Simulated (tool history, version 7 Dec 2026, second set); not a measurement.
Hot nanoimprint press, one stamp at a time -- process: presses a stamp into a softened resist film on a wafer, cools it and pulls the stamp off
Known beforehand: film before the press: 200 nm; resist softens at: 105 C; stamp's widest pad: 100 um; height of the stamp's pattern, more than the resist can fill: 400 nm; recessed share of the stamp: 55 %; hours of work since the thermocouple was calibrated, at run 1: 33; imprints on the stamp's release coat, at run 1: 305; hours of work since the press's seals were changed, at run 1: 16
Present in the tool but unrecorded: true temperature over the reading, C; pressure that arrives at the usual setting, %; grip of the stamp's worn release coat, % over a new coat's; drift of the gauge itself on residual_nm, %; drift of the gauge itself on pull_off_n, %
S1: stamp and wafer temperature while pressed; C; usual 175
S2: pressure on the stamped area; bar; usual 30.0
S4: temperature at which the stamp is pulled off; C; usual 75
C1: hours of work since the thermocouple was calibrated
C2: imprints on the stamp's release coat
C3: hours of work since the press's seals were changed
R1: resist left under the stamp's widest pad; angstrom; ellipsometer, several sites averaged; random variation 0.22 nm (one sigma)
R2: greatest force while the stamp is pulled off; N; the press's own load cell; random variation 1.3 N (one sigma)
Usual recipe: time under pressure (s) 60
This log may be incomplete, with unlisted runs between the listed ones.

Run 1, day 0.000: usual settings; C1 33; C2 305; C3 16. Result: R1 1185 angstrom, R2 140 N.
Run 2, day 0.458: usual settings; C1 37; C2 323; C3 20. Result: R1 1180 angstrom, R2 140 N.
Run 3, day 1.021: usual settings but S1 166 C; C1 43; C2 345; C3 26. Result: R1 1593 angstrom, R2 138 N.
Run 4, day 1.583: usual settings but S4 79 C; C1 48; C2 367; C3 31. Result: R1 1183 angstrom, R2 132 N.
Run 5, day 1.917: usual settings but S4 79 C; C1 52; C2 379; C3 35. Result: R1 1184 angstrom, R2 132 N.
Run 6, day 2.275: usual settings but S4 79 C; C1 55; C2 394; C3 38. Result: R1 1191 angstrom, R2 131 N.
Run 7, day 2.754: usual settings but time under pressure (s) 72; C1 60; C2 412; C3 43. Result: R1 1116 angstrom, R2 139 N.
Run 8, day 3.388: usual settings; C1 66; C2 437; C3 49. Result: R1 1186 angstrom, R2 139 N.
Run 9, day 4.067: usual settings but S1 183 C; C1 73; C2 463; C3 56. Result: R1 845 angstrom, R2 143 N.
Run 10, day 4.679: usual settings but S1 183 C, time under pressure (s) 114; C1 79; C2 487; C3 62. Result: R1 641 angstrom, R2 141 N.
Run 11, day 5.238: usual settings but S1 183 C, time under pressure (s) 114; C1 84; C2 509; C3 67. Result: R1 642 angstrom, R2 140 N.
Run 12, day 5.692: usual settings; C1 89; C2 527; C3 72. Result: R1 1190 angstrom, R2 141 N.
At day 6.208: stamp cleaned and given a new release coat.
Run 13, day 6.500: usual settings; C1 94; C2 11; C3 77. Result: R1 1188 angstrom, R2 138 N.
Run 14, day 7.038: usual settings but time under pressure (s) 31; C1 99; C2 32; C3 82. Result: R1 1435 angstrom, R2 140 N.
Run 15, day 7.512: usual settings but time under pressure (s) 31; C1 104; C2 51; C3 87. Result: R1 1446 angstrom, R2 141 N.
Run 16, day 7.942: usual settings but S1 165 C, S2 45.9 bar, time under pressure (s) 31; C1 108; C2 68; C3 91. Result: R1 1710 angstrom, R2 141 N.
Run 17, day 8.292: usual settings but S1 170 C, S2 38.2 bar, time under pressure (s) 31; C1 112; C2 81; C3 95. Result: R1 1571 angstrom, R2 139 N.
Run 18, day 8.746: usual settings but time under pressure (s) 113; C1 116; C2 99; C3 99. Result: R1 951 angstrom, R2 140 N.
Run 19, day 9.471: usual settings but time under pressure (s) 113; C1 123; C2 127; C3 106. Result: R1 955 angstrom, R2 141 N.
Run 20, day 10.121: usual settings but S1 164 C, S2 36.2 bar, time under pressure (s) 113; C1 130; C2 153; C3 113. Result: R1 1442 angstrom, R2 139 N.
Run 21, day 10.671: usual settings but S1 165 C, S2 24.2 bar, time under pressure (s) 92, S4 61 C; C1 135; C2 174; C3 118. Result: R1 1598 angstrom, R2 177 N.
Run 22, day 11.358: usual settings but S1 180 C, time under pressure (s) 55; C1 142; C2 201; C3 125. Result: R1 1006 angstrom, R2 142 N.
Run 23, day 12.058: usual settings but S1 166 C, time under pressure (s) 82; C1 149; C2 228; C3 132. Result: R1 1522 angstrom, R2 140 N.
Run 24, day 12.808: usual settings but time under pressure (s) 112; C1 156; C2 257; C3 139. Result: R1 963 angstrom, R2 140 N.
Run 25, day 13.167: usual settings but time under pressure (s) 112; C1 160; C2 271; C3 143. Result: R1 961 angstrom, R2 140 N.
Run 26, day 13.888: usual settings but time under pressure (s) 112; C1 167; C2 299; C3 150. Result: R1 962 angstrom, R2 140 N.
At day 14.008: gauge calibrated.
Run 27, day 14.246: usual settings but S1 186 C, S2 34.1 bar, time under pressure (s) 99; C1 170; C2 313; C3 153. Result: R1 557 angstrom, R2 141 N.
Run 28, day 14.888: usual settings but S1 186 C, S2 34.1 bar, time under pressure (s) 99; C1 176; C2 338; C3 159. Result: R1 553 angstrom, R2 142 N.
Run 29, day 15.367: usual settings but S1 186 C, S2 34.1 bar, time under pressure (s) 99; C1 181; C2 357; C3 164. Result: R1 554 angstrom, R2 141 N.

5 ways to go on from here, each from the tool as it stands after run 29. What would each give?
Run A, day 15.921: usual settings but S1 182 C, S2 29.5 bar, time under pressure (s) 33; C1 187; C2 379; C3 169. Result: R1 ?, R2 ?.
Run B, day 15.921: usual settings but S1 186 C, S2 20.0 bar, time under pressure (s) 31; C1 187; C2 379; C3 169. Result: R1 ?, R2 ?.
Run C, day 15.921: usual settings but time under pressure (s) 50; C1 187; C2 379; C3 169. Result: R1 ?, R2 ?.
Run D, day 15.921: usual settings but S1 186 C, S2 34.1 bar, time under pressure (s) 82; C1 187; C2 379; C3 169. Result: R1 ?, R2 ?.
Run E, day 15.921: usual settings but S2 43.1 bar; C1 187; C2 379; C3 169. Result: R1 ?, R2 ?.

run    R1   R2
  A  1110  141
  B  1119  140
  C  1254  142
  D   602  142
  E  1045  139
Without the tool's hidden state the same runs would have given:
run    R1   R2
  A  1107  140
  B  1117  140
  C  1252  141
  D   601  142
  E  1043  139
